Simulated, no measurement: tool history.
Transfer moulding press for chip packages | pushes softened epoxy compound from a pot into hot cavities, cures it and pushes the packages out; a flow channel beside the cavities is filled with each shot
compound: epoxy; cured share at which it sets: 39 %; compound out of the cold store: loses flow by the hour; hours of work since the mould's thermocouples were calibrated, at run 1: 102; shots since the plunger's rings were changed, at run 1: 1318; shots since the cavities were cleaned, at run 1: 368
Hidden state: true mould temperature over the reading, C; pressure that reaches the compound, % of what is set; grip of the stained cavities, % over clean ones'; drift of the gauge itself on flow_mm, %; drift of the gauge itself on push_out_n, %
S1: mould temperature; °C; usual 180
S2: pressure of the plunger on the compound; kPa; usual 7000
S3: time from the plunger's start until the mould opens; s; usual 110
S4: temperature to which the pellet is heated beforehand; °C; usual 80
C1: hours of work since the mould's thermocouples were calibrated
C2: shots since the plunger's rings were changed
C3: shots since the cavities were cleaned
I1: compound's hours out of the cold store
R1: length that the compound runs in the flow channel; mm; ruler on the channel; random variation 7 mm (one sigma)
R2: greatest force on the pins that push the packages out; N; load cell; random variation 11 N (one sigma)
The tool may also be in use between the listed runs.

{"run": 1, "hour": 0.0, "S1": 180, "S2": 7000, "S3": 110, "S4": 80, "C1": 102, "C2": 1318, "C3": 368, "I1": 42, "R1": 791, "R2": 635}
{"hour": 25.2, "done": "cavities cleaned with cleaning compound and waxed"}
{"run": 2, "hour": 25.2, "S1": 180, "S2": 7000, "S3": 110, "S4": 72, "C1": 119, "C2": 1586, "C3": 0, "I1": 11.4, "R1": 844, "R2": 513}
{"run": 3, "hour": 36.7, "S1": 180, "S2": 7000, "S3": 110, "S4": 72, "C1": 127, "C2": 1715, "C3": 129, "I1": 12.7, "R1": 839, "R2": 577}
{"run": 4, "hour": 53.7, "S1": 180, "S2": 7000, "S3": 110, "S4": 72, "C1": 139, "C2": 1906, "C3": 320, "I1": 27.9, "R1": 801, "R2": 650}
{"run": 5, "hour": 73.0, "S1": 180, "S2": 7000, "S3": 104, "S4": 80, "C1": 153, "C2": 2123, "C3": 537, "I1": 13.8, "R1": 818, "R2": 784}
{"hour": 83.5, "done": "cavities cleaned with cleaning compound and waxed"}
{"run": 6, "hour": 85.8, "S1": 180, "S2": 7000, "S3": 120, "S4": 80, "C1": 161, "C2": 2251, "C3": 26, "I1": 47.7, "R1": 775, "R2": 490}
{"run": 7, "hour": 104.9, "S1": 180, "S2": 7000, "S3": 110, "S4": 80, "C1": 174, "C2": 2466, "C3": 241, "I1": 17.9, "R1": 835, "R2": 628}
{"run": 8, "hour": 122.7, "S1": 180, "S2": 7000, "S3": 110, "S4": 80, "C1": 187, "C2": 2667, "C3": 442, "I1": 46.6, "R1": 760, "R2": 683}
{"run": 9, "hour": 135.3, "S1": 180, "S2": 7000, "S3": 110, "S4": 80, "C1": 196, "C2": 2809, "C3": 584, "I1": 10.8, "R1": 834, "R2": 732}
{"hour": 139.4, "done": "mould's thermocouples calibrated"}
{"hour": 143.3, "done": "cavities cleaned with cleaning compound and waxed"}
{"run": 10, "hour": 164.3, "S1": 180, "S2": 7000, "S3": 110, "S4": 79, "C1": 17, "C2": 3097, "C3": 237, "I1": 40.7, "R1": 771, "R2": 628}
{"run": 11, "hour": 176.2, "S1": 180, "S2": 7000, "S3": 110, "S4": 79, "C1": 25, "C2": 3230, "C3": 370, "I1": 33.4, "R1": 789, "R2": 676}
{"run": 12, "hour": 195.5, "S1": 180, "S2": 7000, "S3": 145, "S4": 79, "C1": 38, "C2": 3447, "C3": 587, "I1": 36.2, "R1": 769, "R2": 662}
{"hour": 201.0, "done": "cavities cleaned with cleaning compound and waxed"}
{"run": 13, "hour": 220.7, "S1": 175, "S2": 7840, "S3": 110, "S4": 80, "C1": 55, "C2": 3715, "C3": 222, "I1": 19, "R1": 845, "R2": 754}
{"run": 14, "hour": 242.2, "S1": 183, "S2": 7000, "S3": 131, "S4": 74, "C1": 70, "C2": 3956, "C3": 463, "I1": 8.1, "R1": 820, "R2": 615}
{"hour": 259.2, "done": "cavities cleaned with cleaning compound and waxed"}
{"run": 15, "hour": 267.0, "S1": 188, "S2": 7880, "S3": 110, "S4": 80, "C1": 87, "C2": 4220, "C3": 88, "I1": 39.6, "R1": 795, "R2": 494}
{"run": 16, "hour": 279.9, "S1": 180, "S2": 6370, "S3": 93, "S4": 80, "C1": 96, "C2": 4365, "C3": 233, "I1": 43.8, "R1": 713, "R2": 781}
{"hour": 285.3, "done": "mould's thermocouples calibrated, once more"}
{"run": 17, "hour": 297.0, "S1": 180, "S2": 6370, "S3": 93, "S4": 80, "C1": 8, "C2": 4534, "C3": 402, "I1": 28.1, "R1": 722, "R2": 836}
{"hour": 319.7, "done": "cavities cleaned with cleaning compound and waxed"}
{"run": 18, "hour": 324.3, "S1": 180, "S2": 6370, "S3": 93, "S4": 80, "C1": 26, "C2": 4826, "C3": 53, "I1": 15.1, "R1": 764, "R2": 677}
{"run": 19, "hour": 341.9, "S1": 176, "S2": 7210, "S3": 93, "S4": 80, "C1": 39, "C2": 5024, "C3": 251, "I1": 42.5, "R1": 757, "R2": 960}
{"run": 20, "hour": 353.8, "S1": 176, "S2": 7210, "S3": 93, "S4": 80, "C1": 47, "C2": 5158, "C3": 385, "I1": 27.4, "R1": 778, "R2": 1113}
{"run": 21, "hour": 375.0, "S1": 177, "S2": 7210, "S3": 98, "S4": 79, "C1": 62, "C2": 5397, "C3": 624, "I1": 14.3, "R1": 803, "R2": 1030}
{"hour": 379.0, "done": "cavities cleaned with cleaning compound and waxed"}
{"run": 22, "hour": 400.3, "S1": 177, "S2": 7210, "S3": 98, "S4": 79, "C1": 79, "C2": 5665, "C3": 240, "I1": 8, "R1": 815, "R2": 881}
{"run": 23, "hour": 420.8, "S1": 177, "S2": 7210, "S3": 98, "S4": 79, "C1": 93, "C2": 5895, "C3": 470, "I1": 25, "R1": 786, "R2": 918}
{"hour": 428.8, "done": "plunger's sealing rings changed"}
{"hour": 439.7, "done": "cavities cleaned with cleaning compound and waxed"}
{"run": 24, "hour": 450.0, "S1": 177, "S2": 7210, "S3": 98, "S4": 79, "C1": 111, "C2": 223, "C3": 117, "I1": 8.4, "R1": 876, "R2": 784}

3 ways to go on from here, each from the tool as it stands after run 24. What would each give?
{"run": "A", "hour": 470.3, "S1": 177, "S2": 7000, "S3": 134, "S4": 72, "C1": 126, "C2": 451, "C3": 345, "I1": 33.8, "R1": "?", "R2": "?"}
{"run": "B", "hour": 470.3, "S1": 174, "S2": 7050, "S3": 94, "S4": 79, "C1": 126, "C2": 451, "C3": 345, "I1": 46.1, "R1": "?", "R2": "?"}
{"run": "C", "hour": 470.3, "S1": 187, "S2": 6810, "S3": 98, "S4": 80, "C1": 126, "C2": 451, "C3": 345, "I1": 14.3, "R1": "?", "R2": "?"}

run=A R1=808 R2=605
run=B R1=799 R2=1147
run=C R1=824 R2=602
Without the tool's hidden state the same runs would have given:
run=A R1=813 R2=467
run=B R1=804 R2=879
run=C R1=829 R2=466
